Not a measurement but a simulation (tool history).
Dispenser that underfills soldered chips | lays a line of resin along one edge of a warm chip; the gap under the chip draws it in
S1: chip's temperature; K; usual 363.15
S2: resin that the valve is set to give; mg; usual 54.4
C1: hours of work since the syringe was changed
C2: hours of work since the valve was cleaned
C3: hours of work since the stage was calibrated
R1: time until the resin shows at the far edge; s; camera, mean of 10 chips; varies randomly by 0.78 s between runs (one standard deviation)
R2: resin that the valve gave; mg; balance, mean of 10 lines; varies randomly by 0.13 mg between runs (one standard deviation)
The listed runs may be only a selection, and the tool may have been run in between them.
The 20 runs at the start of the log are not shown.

Run 21, day 2.692: usual settings but S1 349.15 K; C1 5; C2 43; C3 68. Result: R1 166.9 s, R2 53.02 mg.
At day 2.754: new syringe of resin.
Run 22, day 2.796: usual settings but S1 376.15 K, S2 49.1 mg; C1 1; C2 45; C3 70. Result: R1 54.3 s, R2 48.06 mg.
Run 23, day 2.946: usual settings but S1 359.15 K, S2 66.6 mg; C1 4; C2 48; C3 73. Result: R1 107.5 s, R2 65.01 mg.
At day 3.079: new syringe of resin.
Run 24, day 3.133: usual settings but S1 355.15 K, S2 64.3 mg; C1 1; C2 51; C3 76. Result: R1 98.8 s, R2 62.55 mg.
Run 25, day 3.279: usual settings but S1 355.15 K, S2 64.3 mg; C1 4; C2 53; C3 79. Result: R1 123.8 s, R2 62.56 mg.
At day 3.408: new syringe of resin.
At day 3.488: dispensing valve cleaned and set on the balance.
Run 26, day 3.508: usual settings but S1 366.15 K, S2 51.4 mg; C1 1; C2 0; C3 82. Result: R1 71.5 s, R2 51.48 mg.
Run 27, day 3.696: usual settings but S1 360.15 K, S2 51.4 mg; C1 5; C2 4; C3 85. Result: R1 115.6 s, R2 51.34 mg.
At day 3.779: new syringe of resin.
Run 28, day 3.879: usual settings but S1 352.15 K, S2 56 mg; C1 2; C2 7; C3 88. Result: R1 117.2 s, R2 55.97 mg.
Run 29, day 4.054: usual settings but S1 352.15 K, S2 50.6 mg; C1 5; C2 10; C3 92. Result: R1 155.5 s, R2 50.61 mg.
At day 4.108: new syringe of resin.
Run 30, day 4.246: usual settings but S1 360.15 K, S2 48.4 mg; C1 3; C2 13; C3 95. Result: R1 99.5 s, R2 48.21 mg.
Run 31, day 4.367: usual settings but S1 371.15 K, S2 51.9 mg; C1 5; C2 16; C3 97. Result: R1 86.5 s, R2 51.42 mg.
At day 4.433: new syringe of resin.
Run 32, day 4.496: usual settings but S1 371.15 K, S2 58.2 mg; C1 1; C2 18; C3 99. Result: R1 60.4 s, R2 57.9 mg.
Run 33, day 4.621: usual settings but S1 368.15 K, S2 50.1 mg; C1 3; C2 20; C3 102. Result: R1 83.4 s, R2 49.63 mg.
Run 34, day 4.746: usual settings but S1 367.15 K, S2 50.1 mg; C1 6; C2 22; C3 104. Result: R1 104.2 s, R2 49.7 mg.
At day 4.771: new syringe of resin.
Run 35, day 4.854: usual settings but S1 367.15 K, S2 61.4 mg; C1 2; C2 24; C3 106. Result: R1 70.1 s, R2 60.73 mg.

Below are 3 alternative next runs, each starting from the tool's condition after run 35. Predict each:
Run A, day 4.938: usual settings but S1 367.15 K, S2 60.3 mg; C1 3; C2 26; C3 107. Result: R1 ?, R2 ?.
Run B, day 4.938: usual settings but S1 367.15 K, S2 49.7 mg; C1 3; C2 26; C3 107. Result: R1 ?, R2 ?.
Run C, day 4.938: usual settings but S2 64 mg; C1 3; C2 26; C3 107. Result: R1 ?, R2 ?.

run    R1     R2
  A  80.9  59.81
  B  83.4  49.02
  C  90.3  63.57
Without the tool's hidden state the same runs would have given:
run    R1     R2
  A  62.9  60.34
  B  64.7  49.45
  C  70.2  64.13
